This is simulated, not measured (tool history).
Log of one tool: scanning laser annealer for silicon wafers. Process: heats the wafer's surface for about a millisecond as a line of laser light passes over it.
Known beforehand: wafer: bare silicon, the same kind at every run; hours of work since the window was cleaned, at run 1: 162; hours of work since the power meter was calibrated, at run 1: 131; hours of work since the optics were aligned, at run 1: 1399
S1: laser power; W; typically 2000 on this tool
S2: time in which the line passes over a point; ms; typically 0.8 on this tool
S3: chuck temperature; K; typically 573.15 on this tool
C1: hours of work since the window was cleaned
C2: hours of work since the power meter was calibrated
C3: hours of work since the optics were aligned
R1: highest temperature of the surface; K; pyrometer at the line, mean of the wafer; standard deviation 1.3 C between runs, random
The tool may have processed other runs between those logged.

run 1 hour=0 | S1=2000 S2=0.8 S3=573.15 | C1=162 C2=131 C3=1399 | R1=1363.15
run 2 hour=23.3 | S1=2150 S2=0.8 S3=573.15 | C1=172 C2=141 C3=1409 | R1=1429.15
run 3 hour=37 | S1=2150 S2=0.8 S3=573.15 | C1=178 C2=147 C3=1415 | R1=1426.15
run 4 hour=54.6 | S1=2150 S2=0.883 S3=573.15 | C1=185 C2=155 C3=1422 | R1=1469.15
run 5 hour=67.9 | S1=2150 S2=0.883 S3=573.15 | C1=191 C2=160 C3=1428 | R1=1470.15
run 6 hour=85.4 | S1=1828 S2=0.8 S3=573.15 | C1=199 C2=168 C3=1436 | R1=1288.15
run 7 hour=109.4 | S1=2000 S2=0.8 S3=573.15 | C1=210 C2=179 C3=1446 | R1=1362.15
run 8 hour=129 | S1=2000 S2=0.8 S3=573.15 | C1=218 C2=187 C3=1455 | R1=1360.15
run 9 hour=144.9 | S1=2000 S2=0.71 S3=573.15 | C1=225 C2=194 C3=1462 | R1=1315.15
run 10 hour=157.2 | S1=2000 S2=0.71 S3=573.15 | C1=230 C2=200 C3=1467 | R1=1315.15
run 11 hour=177.1 | S1=2000 S2=0.828 S3=573.15 | C1=239 C2=208 C3=1476 | R1=1374.15
run 12 hour=196.1 | S1=2000 S2=0.828 S3=573.15 | C1=248 C2=217 C3=1484 | R1=1374.15
run 13 hour=211.1 | S1=2150 S2=0.749 S3=563.15 | C1=254 C2=223 C3=1491 | R1=1388.15
run 14 hour=234.4 | S1=2067 S2=0.665 S3=573.15 | C1=264 C2=233 C3=1501 | R1=1316.15
run 15 hour=252.9 | S1=2067 S2=0.665 S3=573.15 | C1=272 C2=241 C3=1509 | R1=1315.15
run 16 hour=275.8 | S1=2067 S2=0.665 S3=573.15 | C1=282 C2=252 C3=1519 | R1=1315.15
run 17 hour=294.1 | S1=2067 S2=0.665 S3=573.15 | C1=290 C2=260 C3=1527 | R1=1315.15
run 18 hour=319.7 | S1=2078 S2=0.901 S3=573.15 | C1=302 C2=271 C3=1539 | R1=1440.15
run 19 hour=338.9 | S1=1744 S2=0.637 S3=573.15 | C1=310 C2=279 C3=1547 | R1=1175.15
run 20 hour=363 | S1=1732 S2=0.637 S3=556.15 | C1=321 C2=290 C3=1558 | R1=1152.15
run 21 hour=382.7 | S1=2000 S2=0.677 S3=578.15 | C1=329 C2=298 C3=1566 | R1=1299.15
run 22 hour=401.1 | S1=2000 S2=0.677 S3=578.15 | C1=337 C2=306 C3=1574 | R1=1299.15
run 23 hour=418.9 | S1=2189 S2=0.8 S3=570.15 | C1=345 C2=314 C3=1582 | R1=1434.15

Here are 3 independent what-if runs from the current tool condition. What would each one return?
run A hour=431.9 | S1=2189 S2=0.972 S3=570.15 | C1=351 C2=320 C3=1588 | R1=?
run B hour=431.9 | S1=2189 S2=0.8 S3=607.15 | C1=351 C2=320 C3=1588 | R1=?
run C hour=431.9 | S1=2000 S2=0.734 S3=589.15 | C1=351 C2=320 C3=1588 | R1=?

run=A R1=1522.15
run=B R1=1472.15
run=C R1=1338.15
What these runs would have given with no unlogged condition in the tool:
run=A R1=1551.15
run=B R1=1499.15
run=C R1=1361.15
